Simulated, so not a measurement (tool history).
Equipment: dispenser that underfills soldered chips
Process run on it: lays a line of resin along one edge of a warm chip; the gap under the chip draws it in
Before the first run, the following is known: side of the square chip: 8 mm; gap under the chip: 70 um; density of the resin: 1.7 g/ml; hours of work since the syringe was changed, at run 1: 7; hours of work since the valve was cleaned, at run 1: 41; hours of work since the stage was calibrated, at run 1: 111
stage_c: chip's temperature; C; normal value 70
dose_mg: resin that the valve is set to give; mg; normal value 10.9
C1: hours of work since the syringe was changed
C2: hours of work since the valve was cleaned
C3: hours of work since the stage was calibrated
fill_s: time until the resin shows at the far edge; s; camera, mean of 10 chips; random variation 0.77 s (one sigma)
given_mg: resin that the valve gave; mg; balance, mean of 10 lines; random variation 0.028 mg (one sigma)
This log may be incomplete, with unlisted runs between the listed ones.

{"run": 1, "hour": 0.0, "stage_c": 70, "dose_mg": 10.9, "C1": 7, "C2": 41, "C3": 111, "fill_s": 106.3, "given_mg": 10.72}
{"hour": 5.1, "done": "new syringe of resin"}
{"run": 2, "hour": 9.3, "stage_c": 80, "dose_mg": 10.9, "C1": 3, "C2": 48, "C3": 118, "fill_s": 56.7, "given_mg": 10.64}
{"hour": 18.1, "done": "new syringe of resin"}
{"run": 3, "hour": 22.4, "stage_c": 80, "dose_mg": 10.9, "C1": 3, "C2": 59, "C3": 128, "fill_s": 58.3, "given_mg": 10.57}
{"hour": 31.5, "done": "new syringe of resin"}
{"run": 4, "hour": 39.3, "stage_c": 80, "dose_mg": 10.9, "C1": 6, "C2": 72, "C3": 141, "fill_s": 67.9, "given_mg": 10.51}
{"hour": 45.1, "done": "new syringe of resin"}
{"run": 5, "hour": 53.8, "stage_c": 80, "dose_mg": 10.9, "C1": 7, "C2": 83, "C3": 153, "fill_s": 71.7, "given_mg": 10.46}
{"hour": 58.5, "done": "new syringe of resin"}
{"hour": 64.8, "done": "dispensing valve cleaned and set on the balance"}
{"run": 6, "hour": 71.1, "stage_c": 80, "dose_mg": 10.9, "C1": 9, "C2": 5, "C3": 165, "fill_s": 84.6, "given_mg": 10.85}
{"hour": 72.8, "done": "new syringe of resin"}
{"hour": 86.1, "done": "new syringe of resin"}
{"run": 7, "hour": 86.5, "stage_c": 80, "dose_mg": 10.9, "C1": 0, "C2": 17, "C3": 177, "fill_s": 47.0, "given_mg": 10.77}
{"run": 8, "hour": 93.7, "stage_c": 71, "dose_mg": 14.1, "C1": 6, "C2": 23, "C3": 183, "fill_s": 94.6, "given_mg": 13.92}
{"hour": 99.2, "done": "new syringe of resin"}
{"run": 9, "hour": 103.5, "stage_c": 79, "dose_mg": 11.4, "C1": 3, "C2": 30, "C3": 191, "fill_s": 59.0, "given_mg": 11.25}
{"hour": 112.8, "done": "new syringe of resin"}
{"run": 10, "hour": 112.8, "stage_c": 84, "dose_mg": 13.4, "C1": 0, "C2": 37, "C3": 198, "fill_s": 37.0, "given_mg": 13.15}
{"hour": 125.7, "done": "new syringe of resin"}
{"run": 11, "hour": 125.8, "stage_c": 77, "dose_mg": 13.5, "C1": 0, "C2": 48, "C3": 208, "fill_s": 50.1, "given_mg": 13.14}
{"hour": 138.5, "done": "new syringe of resin"}
{"run": 12, "hour": 141.6, "stage_c": 80, "dose_mg": 10.0, "C1": 3, "C2": 60, "C3": 220, "fill_s": 55.3, "given_mg": 9.63}
{"hour": 151.7, "done": "new syringe of resin"}
{"run": 13, "hour": 158.3, "stage_c": 80, "dose_mg": 10.0, "C1": 5, "C2": 73, "C3": 233, "fill_s": 65.9, "given_mg": 9.59}
{"hour": 164.6, "done": "new syringe of resin"}
{"run": 14, "hour": 172.4, "stage_c": 82, "dose_mg": 13.8, "C1": 6, "C2": 84, "C3": 244, "fill_s": 61.2, "given_mg": 13.22}

How the hidden state differs across the entries between the runs, from the last listed run before each to the first after it:
In the gap between runs 1 and 2: new syringe of resin (hour 5.1)
  resin's viscosity, % of fresh resin's: 154.3 -> 126.6; dose that the valve gives, % of what is set: 97.99 -> 97.6; true chip temperature over the reading, C: 0.8 -> 0.85
  measured minus no-state result, fill_s: +35.3 -> +10.6 s; given_mg: -0.22 -> -0.26 mg
In the gap between runs 2 and 3: new syringe of resin (hour 18.1)
  resin's viscosity, % of fresh resin's: 126.6 -> 127.3; dose that the valve gives, % of what is set: 97.6 -> 97.05; true chip temperature over the reading, C: 0.85 -> 0.91
  measured minus no-state result, fill_s: +10.6 -> +11.1 s; given_mg: -0.26 -> -0.32 mg
In the gap between runs 3 and 4: new syringe of resin (hour 31.5)
  resin's viscosity, % of fresh resin's: 127.3 -> 150.7; dose that the valve gives, % of what is set: 97.05 -> 96.4; true chip temperature over the reading, C: 0.91 -> 0.99
  measured minus no-state result, fill_s: +11.1 -> +21.4 s; given_mg: -0.32 -> -0.39 mg
In the gap between runs 4 and 5: new syringe of resin (hour 45.1)
  resin's viscosity, % of fresh resin's: 150.7 -> 158.4; dose that the valve gives, % of what is set: 96.4 -> 95.82; true chip temperature over the reading, C: 0.99 -> 1.05
  measured minus no-state result, fill_s: +21.4 -> +25.0 s; given_mg: -0.39 -> -0.45 mg
In the gap between runs 5 and 6: new syringe of resin (hour 58.5); dispensing valve cleaned and set on the balance (hour 64.8)
  resin's viscosity, % of fresh resin's: 158.4 -> 186; dose that the valve gives, % of what is set: 95.82 -> 99.63; true chip temperature over the reading, C: 1.05 -> 1.13
  measured minus no-state result, fill_s: +25.0 -> +37.1 s; given_mg: -0.45 -> -0.04 mg
In the gap between runs 6 and 7: new syringe of resin (hour 72.8); new syringe of resin (hour 86.1)
  resin's viscosity, % of fresh resin's: 186 -> 101.7; dose that the valve gives, % of what is set: 99.63 -> 98.96; true chip temperature over the reading, C: 1.13 -> 1.2
  measured minus no-state result, fill_s: +37.1 -> -1.3 s; given_mg: -0.04 -> -0.12 mg
In the gap between runs 8 and 9: new syringe of resin (hour 99.2)
  resin's viscosity, % of fresh resin's: 149.6 -> 127.8; dose that the valve gives, % of what is set: 98.67 -> 98.28; true chip temperature over the reading, C: 1.24 -> 1.28
  measured minus no-state result, fill_s: +28.0 -> +10.6 s; given_mg: -0.18 -> -0.19 mg
In the gap between runs 9 and 10: new syringe of resin (hour 112.8)
  resin's viscosity, % of fresh resin's: 127.8 -> 100; dose that the valve gives, % of what is set: 98.28 -> 97.92; true chip temperature over the reading, C: 1.28 -> 1.32
  measured minus no-state result, fill_s: +10.6 -> -1.9 s; given_mg: -0.19 -> -0.28 mg
In the gap between runs 10 and 11: new syringe of resin (hour 125.7)
  resin's viscosity, % of fresh resin's: 100 -> 101.7; dose that the valve gives, % of what is set: 97.92 -> 97.4; true chip temperature over the reading, C: 1.32 -> 1.39
  measured minus no-state result, fill_s: -1.9 -> -1.8 s; given_mg: -0.28 -> -0.35 mg
In the gap between runs 11 and 12: new syringe of resin (hour 138.5)
  resin's viscosity, % of fresh resin's: 101.7 -> 119.6; dose that the valve gives, % of what is set: 97.4 -> 96.75; true chip temperature over the reading, C: 1.39 -> 1.46
  measured minus no-state result, fill_s: -1.8 -> +6.9 s; given_mg: -0.35 -> -0.33 mg
In the gap between runs 12 and 13: new syringe of resin (hour 151.7)
  resin's viscosity, % of fresh resin's: 119.6 -> 143; dose that the valve gives, % of what is set: 96.75 -> 96.02; true chip temperature over the reading, C: 1.46 -> 1.55
  measured minus no-state result, fill_s: +6.9 -> +17.5 s; given_mg: -0.33 -> -0.40 mg
In the gap between runs 13 and 14: new syringe of resin (hour 164.6)
  resin's viscosity, % of fresh resin's: 143 -> 153.2; dose that the valve gives, % of what is set: 96.02 -> 95.48; true chip temperature over the reading, C: 1.55 -> 1.61
  measured minus no-state result, fill_s: +17.5 -> +18.8 s; given_mg: -0.40 -> -0.62 mg
